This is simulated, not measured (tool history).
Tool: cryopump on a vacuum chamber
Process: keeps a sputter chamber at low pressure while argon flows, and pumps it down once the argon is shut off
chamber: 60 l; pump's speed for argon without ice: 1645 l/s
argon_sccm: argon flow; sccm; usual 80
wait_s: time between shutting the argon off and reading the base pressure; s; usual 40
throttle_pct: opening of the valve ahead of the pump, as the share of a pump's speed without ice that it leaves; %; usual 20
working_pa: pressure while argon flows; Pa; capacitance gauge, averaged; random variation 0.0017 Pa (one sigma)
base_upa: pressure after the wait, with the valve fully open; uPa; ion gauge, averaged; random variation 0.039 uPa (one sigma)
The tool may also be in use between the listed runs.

| run | hour | argon_sccm | wait_s | throttle_pct | working_pa | base_upa |
|---|---|---|---|---|---|---|
| 1 | 0 | 80 | 40 | 20 | 0.4458 | 3.95 |
| 2 | 86.8 | 80 | 40 | 24 | 0.3795 | 4.07 |
| 3 | 185.8 | 87 | 40 | 20 | 0.4972 | 4.43 |
|  | 288.9 | pump warmed up, emptied and cooled again |
| 4 | 301.3 | 87 | 40 | 20 | 0.4494 | 3.59 |
| 5 | 426.5 | 87 | 40 | 20 | 0.4521 | 3.8 |
| 6 | 509.7 | 87 | 40 | 20 | 0.453 | 3.85 |
| 7 | 567.1 | 80 | 40 | 20 | 0.4177 | 3.92 |
| 8 | 620.8 | 80 | 40 | 20 | 0.4209 | 4.01 |
| 9 | 675.5 | 80 | 28 | 20 | 0.4232 | 5.05 |
| 10 | 781.4 | 80 | 28 | 20 | 0.427 | 5 |
| 11 | 891.9 | 80 | 40 | 20 | 0.4326 | 4.28 |
| 12 | 1015.8 | 80 | 40 | 20 | 0.4328 | 4.61 |
| 13 | 1134.2 | 80 | 40 | 20 | 0.4405 | 4.84 |
| 14 | 1245.5 | 80 | 40 | 20 | 0.4455 | 5 |
| 15 | 1373.5 | 68 | 40 | 20 | 0.3844 | 5.3 |
|  | 1480.9 | pump warmed up, emptied and cooled again |
| 16 | 1498.4 | 59 | 40 | 20 | 0.3053 | 4.24 |
| 17 | 1580 | 59 | 40 | 20 | 0.3048 | 4.45 |
| 18 | 1696.1 | 35 | 40 | 21 | 0.175 | 4.61 |
| 19 | 1755.8 | 35 | 21 | 29 | 0.1284 | 6.65 |
| 20 | 1862.3 | 80 | 23 | 15 | 0.5604 | 6.33 |
| 21 | 1932.6 | 52 | 38 | 20 | 0.2762 | 4.87 |
|  | 2012.7 | leaking fittings of the chamber tightened, without venting |
| 22 | 2046 | 67 | 25 | 27 | 0.2697 | 3.63 |
| 23 | 2152.9 | 67 | 72 | 20 | 0.3604 | 1.52 |
| 24 | 2283.3 | 42 | 54 | 25 | 0.1877 | 2.03 |
| 25 | 2402.3 | 59 | 73 | 24 | 0.2764 | 1.72 |
| 26 | 2512.8 | 50 | 25 | 44 | 0.1411 | 4.03 |
| 27 | 2566.1 | 109 | 112 | 27 | 0.4695 | 1.51 |
|  | 2676.3 | pump warmed up, emptied and cooled again |
| 28 | 2690.2 | 80 | 228 | 15 | 0.5502 | 1 |
| 29 | 2761 | 37 | 228 | 52 | 0.0743 | 0.99 |
| 30 | 2826.1 | 37 | 228 | 44 | 0.0898 | 1.04 |
| 31 | 2916.1 | 123 | 40 | 20 | 0.6476 | 2.83 |
| 32 | 3021 | 123 | 40 | 20 | 0.6476 | 2.92 |
| 33 | 3093.2 | 38 | 40 | 20 | 0.2017 | 3.01 |

5 ways to go on from here, each from the tool as it stands after run 33. What would each give?
| A | 3186.9 | 38 | 132 | 18 | ? | ? |
| B | 3186.9 | 38 | 86 | 48 | ? | ? |
| C | 3186.9 | 80 | 40 | 31 | ? | ? |
| D | 3186.9 | 134 | 40 | 56 | ? | ? |
| E | 3186.9 | 45 | 40 | 24 | ? | ? |

| run | working_pa | base_upa |
|---|---|---|
| A | 0.2245 | 1.67 |
| B | 0.0907 | 2.04 |
| C | 0.2836 | 3.1 |
| D | 0.2755 | 3.16 |
| E | 0.2038 | 3.17 |
Without the tool's hidden state the same runs would have given:
| run | working_pa | base_upa |
|---|---|---|
| A | 0.2161 | 0.79 |
| B | 0.0823 | 1.15 |
| C | 0.2659 | 2.21 |
| D | 0.2459 | 2.26 |
| E | 0.1938 | 2.27 |

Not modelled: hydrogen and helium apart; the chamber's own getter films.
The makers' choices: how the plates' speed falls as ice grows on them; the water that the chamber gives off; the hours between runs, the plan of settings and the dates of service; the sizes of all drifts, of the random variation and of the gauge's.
